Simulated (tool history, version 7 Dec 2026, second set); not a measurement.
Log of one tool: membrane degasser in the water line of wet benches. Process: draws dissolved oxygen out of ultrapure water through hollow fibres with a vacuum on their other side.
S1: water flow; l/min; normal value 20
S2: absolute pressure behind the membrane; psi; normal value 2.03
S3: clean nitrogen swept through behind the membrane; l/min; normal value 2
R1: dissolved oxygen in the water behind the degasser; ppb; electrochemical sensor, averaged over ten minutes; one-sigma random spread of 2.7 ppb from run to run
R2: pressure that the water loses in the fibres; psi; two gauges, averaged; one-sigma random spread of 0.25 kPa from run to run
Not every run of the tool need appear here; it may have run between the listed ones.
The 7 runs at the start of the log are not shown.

{"run": 8, "hour": 445.6, "S1": 20, "S2": 2.03, "S3": 2.23, "R1": 251.5, "R2": 9.902}
{"run": 9, "hour": 485.2, "S1": 20, "S2": 4.63, "S3": 2, "R1": 641.7, "R2": 9.908}
{"run": 10, "hour": 548.4, "S1": 20, "S2": 4.63, "S3": 2, "R1": 662, "R2": 9.85}
{"run": 11, "hour": 593.0, "S1": 20, "S2": 2.03, "S3": 2, "R1": 276.6, "R2": 9.867}
{"run": 12, "hour": 668.9, "S1": 20, "S2": 2.55, "S3": 2, "R1": 357.6, "R2": 9.864}
{"run": 13, "hour": 750.7, "S1": 20, "S2": 2.55, "S3": 2, "R1": 354.4, "R2": 9.931}
{"run": 14, "hour": 833.1, "S1": 20, "S2": 4.97, "S3": 2, "R1": 712, "R2": 9.86}
{"run": 15, "hour": 894.7, "S1": 20, "S2": 4.97, "S3": 2, "R1": 706.2, "R2": 9.974}
{"run": 16, "hour": 977.5, "S1": 20, "S2": 4.97, "S3": 2, "R1": 710.3, "R2": 9.963}
{"run": 17, "hour": 1053.1, "S1": 20, "S2": 4.97, "S3": 2, "R1": 696.7, "R2": 9.99}
{"run": 18, "hour": 1119.3, "S1": 13, "S2": 4.97, "S3": 1.29, "R1": 689.4, "R2": 6.489}
{"run": 19, "hour": 1202.1, "S1": 20, "S2": 3.31, "S3": 1.76, "R1": 522.8, "R2": 9.99}
{"run": 20, "hour": 1252.3, "S1": 20, "S2": 3.31, "S3": 1.76, "R1": 520.7, "R2": 9.921}
{"run": 21, "hour": 1322.7, "S1": 20, "S2": 3.31, "S3": 1.85, "R1": 499.9, "R2": 10.011}
{"run": 22, "hour": 1360.5, "S1": 20, "S2": 3.31, "S3": 1.84, "R1": 502.9, "R2": 9.993}
{"run": 23, "hour": 1429.5, "S1": 23, "S2": 2.03, "S3": 3.52, "R1": 212.7, "R2": 11.512}
{"run": 24, "hour": 1487.2, "S1": 29, "S2": 1.26, "S3": 3.52, "R1": 191.9, "R2": 14.46}
{"run": 25, "hour": 1572.8, "S1": 14, "S2": 1.84, "S3": 4.81, "R1": 76.2, "R2": 7.046}
{"run": 26, "hour": 1620.0, "S1": 20, "S2": 1.51, "S3": 4.08, "R1": 114.3, "R2": 9.966}
{"run": 27, "hour": 1705.5, "S1": 28, "S2": 4.99, "S3": 1.42, "R1": 1245.3, "R2": 14.054}
{"run": 28, "hour": 1770.0, "S1": 14, "S2": 2.78, "S3": 2.75, "R1": 204.7, "R2": 7.053}
{"run": 29, "hour": 1831.8, "S1": 20, "S2": 1.75, "S3": 2, "R1": 235, "R2": 10.083}
{"run": 30, "hour": 1874.7, "S1": 20, "S2": 1.75, "S3": 2, "R1": 234, "R2": 9.974}
{"run": 31, "hour": 1962.1, "S1": 13, "S2": 4.76, "S3": 0.86, "R1": 956, "R2": 6.576}

Run 32 comes next. What will it give?
{"run": 32, "hour": 2004.0, "S1": 20, "S2": 1.38, "S3": 1.62, "R1": "?", "R2": "?"}

Run 32 yielded R1 207.7 ppb, R2 10.038 psi.
The same run, on a tool lacking any hidden state, would have yielded R1 196.9 ppb, R2 9.648 psi.

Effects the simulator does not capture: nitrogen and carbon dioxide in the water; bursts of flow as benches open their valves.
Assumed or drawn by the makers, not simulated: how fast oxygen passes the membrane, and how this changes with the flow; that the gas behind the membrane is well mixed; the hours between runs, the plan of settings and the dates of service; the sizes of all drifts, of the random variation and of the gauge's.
